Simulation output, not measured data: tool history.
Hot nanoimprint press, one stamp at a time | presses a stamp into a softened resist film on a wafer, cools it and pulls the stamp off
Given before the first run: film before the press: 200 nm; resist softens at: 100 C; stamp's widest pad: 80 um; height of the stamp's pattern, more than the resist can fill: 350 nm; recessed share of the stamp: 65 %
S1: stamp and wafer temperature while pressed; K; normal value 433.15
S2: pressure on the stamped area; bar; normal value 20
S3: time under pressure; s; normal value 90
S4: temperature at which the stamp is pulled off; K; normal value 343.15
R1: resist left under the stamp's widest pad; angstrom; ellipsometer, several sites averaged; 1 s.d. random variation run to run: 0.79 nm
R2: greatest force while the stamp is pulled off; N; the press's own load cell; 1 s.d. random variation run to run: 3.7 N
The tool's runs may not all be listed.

run 1 hour=0 | S1=433.15 S2=20 S3=90 S4=343.15 | R1=1246 R2=273
run 2 hour=5 | S1=433.15 S2=20 S3=90 S4=343.15 | R1=1263 R2=280
run 3 hour=11 | S1=433.15 S2=20 S3=90 S4=343.15 | R1=1271 R2=279
run 4 hour=16.3 | S1=433.15 S2=20 S3=90 S4=343.15 | R1=1272 R2=282
run 5 hour=25.8 | S1=433.15 S2=20 S3=90 S4=343.15 | R1=1267 R2=277
-- hour=39.3 stamp cleaned and given a new release coat
run 6 hour=40.4 | S1=433.15 S2=20 S3=90 S4=343.15 | R1=1257 R2=235
run 7 hour=49 | S1=433.15 S2=20 S3=90 S4=343.15 | R1=1272 R2=240
run 8 hour=59 | S1=433.15 S2=20 S3=90 S4=343.15 | R1=1276 R2=240
-- hour=62.8 plate thermocouple calibrated
run 9 hour=69.4 | S1=433.15 S2=20 S3=90 S4=343.15 | R1=1157 R2=237
run 10 hour=79.5 | S1=433.15 S2=20 S3=90 S4=345.15 | R1=1185 R2=232
run 11 hour=84.4 | S1=433.15 S2=20 S3=90 S4=345.15 | R1=1169 R2=233
run 12 hour=89.4 | S1=433.15 S2=20 S3=90 S4=345.15 | R1=1178 R2=234
run 13 hour=96.7 | S1=433.15 S2=20 S3=90 S4=345.15 | R1=1178 R2=232
run 14 hour=105.2 | S1=433.15 S2=20 S3=90 S4=345.15 | R1=1160 R2=239
run 15 hour=113.1 | S1=433.15 S2=20 S3=90 S4=345.15 | R1=1172 R2=236
run 16 hour=119.6 | S1=433.15 S2=20 S3=90 S4=343.15 | R1=1178 R2=240
run 17 hour=126.3 | S1=444.15 S2=32 S3=59 S4=344.15 | R1=598 R2=245
run 18 hour=136.9 | S1=444.15 S2=32 S3=59 S4=344.15 | R1=606 R2=244
run 19 hour=146.1 | S1=444.15 S2=32 S3=59 S4=344.15 | R1=615 R2=251
run 20 hour=151.3 | S1=444.15 S2=32 S3=59 S4=344.15 | R1=626 R2=242
run 21 hour=158.7 | S1=444.15 S2=32 S3=59 S4=344.15 | R1=621 R2=245
run 22 hour=167 | S1=442.15 S2=20 S3=170 S4=329.15 | R1=623 R2=274
run 23 hour=172.7 | S1=442.15 S2=15.1 S3=170 S4=333.15 | R1=737 R2=258
run 24 hour=182.8 | S1=442.15 S2=15.1 S3=170 S4=333.15 | R1=737 R2=265
run 25 hour=187.6 | S1=433.15 S2=20 S3=90 S4=333.15 | R1=1186 R2=263
run 26 hour=192.3 | S1=433.15 S2=18.8 S3=119 S4=333.15 | R1=1126 R2=269
run 27 hour=200.2 | S1=431.15 S2=16.3 S3=121 S4=350.15 | R1=1286 R2=241
run 28 hour=209.3 | S1=431.15 S2=21.8 S3=121 S4=350.15 | R1=1156 R2=243
run 29 hour=216.9 | S1=431.15 S2=21.8 S3=62 S4=337.15 | R1=1370 R2=267
run 30 hour=227.5 | S1=431.15 S2=21.8 S3=62 S4=337.15 | R1=1363 R2=262
run 31 hour=235.6 | S1=434.15 S2=20 S3=90 S4=342.15 | R1=1131 R2=264

3 ways to go on from here, each from the tool as it stands after run 31. What would each give?
run A hour=241.1 | S1=433.15 S2=22.8 S3=47 S4=343.15 | R1=? R2=?
run B hour=241.1 | S1=432.15 S2=20 S3=67 S4=342.15 | R1=? R2=?
run C hour=241.1 | S1=433.15 S2=31.9 S3=90 S4=343.15 | R1=? R2=?

run=A R1=1328 R2=262
run=B R1=1338 R2=262
run=C R1=938 R2=249
Had the tool no hidden state, the same runs would have come out as:
run=A R1=1305 R2=235
run=B R1=1317 R2=234
run=C R1=912 R2=223
